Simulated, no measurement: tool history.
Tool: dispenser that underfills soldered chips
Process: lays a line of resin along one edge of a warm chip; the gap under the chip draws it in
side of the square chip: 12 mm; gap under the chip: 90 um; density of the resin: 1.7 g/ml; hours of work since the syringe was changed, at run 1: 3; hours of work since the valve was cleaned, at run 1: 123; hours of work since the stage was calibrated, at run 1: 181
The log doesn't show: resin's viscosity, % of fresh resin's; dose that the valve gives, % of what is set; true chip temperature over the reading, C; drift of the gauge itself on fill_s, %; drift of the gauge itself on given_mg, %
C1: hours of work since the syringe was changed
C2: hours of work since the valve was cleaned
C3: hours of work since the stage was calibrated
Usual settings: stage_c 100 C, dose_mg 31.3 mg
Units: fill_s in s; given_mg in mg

run 1 hour=0.0 | stage_c=100 dose_mg=31.3 | C1=3 C2=123 C3=181 | fill_s=56.3 given_mg=28.35
run 2 hour=5.6 | stage_c=97 dose_mg=31.3 | C1=7 C2=126 C3=185 | fill_s=80.4 given_mg=27.93
-- hour=9.0 new syringe of resin
run 3 hour=9.7 | stage_c=97 dose_mg=31.3 | C1=0 C2=129 C3=187 | fill_s=53.9 given_mg=28.06
run 4 hour=14.8 | stage_c=97 dose_mg=31.3 | C1=4 C2=132 C3=191 | fill_s=68.5 given_mg=28.22
run 5 hour=17.6 | stage_c=97 dose_mg=31.3 | C1=6 C2=134 C3=193 | fill_s=76.5 given_mg=27.81
-- hour=20.6 dispensing valve cleaned and set on the balance
run 6 hour=22.2 | stage_c=97 dose_mg=31.3 | C1=8 C2=1 C3=195 | fill_s=85.9 given_mg=31.49
-- hour=23.5 new syringe of resin
run 7 hour=25.3 | stage_c=98 dose_mg=31.3 | C1=1 C2=3 C3=197 | fill_s=52.6 given_mg=31.30
run 8 hour=30.9 | stage_c=96 dose_mg=31.3 | C1=5 C2=7 C3=201 | fill_s=72.5 given_mg=31.12
run 9 hour=34.0 | stage_c=93 dose_mg=26.6 | C1=7 C2=9 C3=203 | fill_s=94.8 given_mg=26.44
-- hour=36.8 new syringe of resin
run 10 hour=38.6 | stage_c=97 dose_mg=31.9 | C1=1 C2=12 C3=206 | fill_s=54.1 given_mg=31.61
run 11 hour=44.4 | stage_c=87 dose_mg=39.7 | C1=5 C2=16 C3=210 | fill_s=98.0 given_mg=39.16
run 12 hour=48.0 | stage_c=97 dose_mg=35.6 | C1=8 C2=18 C3=212 | fill_s=80.9 given_mg=35.06

Forecast each of these 5 alternatives for the next run:
-- hour=50.3 new syringe of resin
run A hour=53.6 | stage_c=102 dose_mg=35.2 | C1=2 C2=22 C3=216 | fill_s=? given_mg=?
-- hour=50.3 new syringe of resin
run B hour=53.6 | stage_c=109 dose_mg=32.4 | C1=2 C2=22 C3=216 | fill_s=? given_mg=?
-- hour=50.3 new syringe of resin
run C hour=53.6 | stage_c=90 dose_mg=35.5 | C1=2 C2=22 C3=216 | fill_s=? given_mg=?
-- hour=50.3 new syringe of resin
run D hour=53.6 | stage_c=90 dose_mg=35.1 | C1=2 C2=22 C3=216 | fill_s=? given_mg=?
-- hour=50.3 new syringe of resin
run E hour=53.6 | stage_c=110 dose_mg=38.2 | C1=2 C2=22 C3=216 | fill_s=? given_mg=?

run=A fill_s=48.1 given_mg=34.70
run=B fill_s=37.9 given_mg=31.81
run=C fill_s=73.5 given_mg=34.73
run=D fill_s=72.8 given_mg=34.41
run=E fill_s=36.2 given_mg=37.32
Without the tool's hidden state the same runs would have given:
run=A fill_s=43.7 given_mg=35.34
run=B fill_s=34.2 given_mg=32.40
run=C fill_s=66.9 given_mg=35.38
run=D fill_s=66.3 given_mg=35.05
run=E fill_s=32.8 given_mg=38.02

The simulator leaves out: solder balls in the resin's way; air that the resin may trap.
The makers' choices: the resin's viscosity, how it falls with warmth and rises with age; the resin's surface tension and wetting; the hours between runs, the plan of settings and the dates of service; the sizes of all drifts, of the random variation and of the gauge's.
